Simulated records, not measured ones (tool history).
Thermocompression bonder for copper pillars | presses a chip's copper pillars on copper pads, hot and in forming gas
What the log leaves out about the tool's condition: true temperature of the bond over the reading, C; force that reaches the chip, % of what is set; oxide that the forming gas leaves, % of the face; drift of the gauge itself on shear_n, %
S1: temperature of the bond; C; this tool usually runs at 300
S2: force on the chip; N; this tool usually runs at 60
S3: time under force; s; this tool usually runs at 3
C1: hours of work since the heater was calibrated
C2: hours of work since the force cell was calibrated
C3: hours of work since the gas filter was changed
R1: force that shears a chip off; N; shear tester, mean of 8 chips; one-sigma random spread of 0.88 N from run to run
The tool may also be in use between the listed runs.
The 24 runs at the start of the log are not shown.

run     day   S1  S2  S3   C1    C2   C3    R1
 25  19.600  311  46   4  305   985  201  67.6
 26  20.250  276  36   3  315   995  211  30.2
 27  20.796  276  36   3  323  1003  219  29.9
 28  21.821  317  62   3  339  1019  235  81.5
 29  22.675  300  60   2  351  1031  247  55.2
 30  23.346  292  46   4  361  1041  257  52.6
 31  24.375  288  60   5  377  1057  273  68.2
 32  25.192  291  40   9  389  1069  285  62.1
 33  25.812  291  40   9  398  1078  294  62.2
 34  26.567  291  40   9  409  1089  305  62.3
 35  27.633  300  60   3  425  1105  321  65.6
 36  28.288  323  73   3  435  1115  331  95.4
 37  29.042  323  73   3  446  1126  342  92.6
 38  29.675  320  73   2  456  1136  352  78.7
 39  30.671  320  73   2  470  1151  367  78.7

5 options for the next run, each taken on its own from the tool as it stands now. Forecast them:
  A  31.754  320  84   2  487  1167  383   ?
  B  31.754  298  87   3  487  1167  383   ?
  C  31.754  288  71   3  487  1167  383   ?
  D  31.754  319  60   3  487  1167  383   ?
  E  31.754  330  49   2  487  1167  383   ?

run    R1
  A  86.1
  B  82.7
  C  63.7
  D  76.7
  E  64.6
Without the tool's unlogged condition, the same runs would have read:
run    R1
  A  98.6
  B  94.8
  C  73.3
  D  88.0
  E  74.5
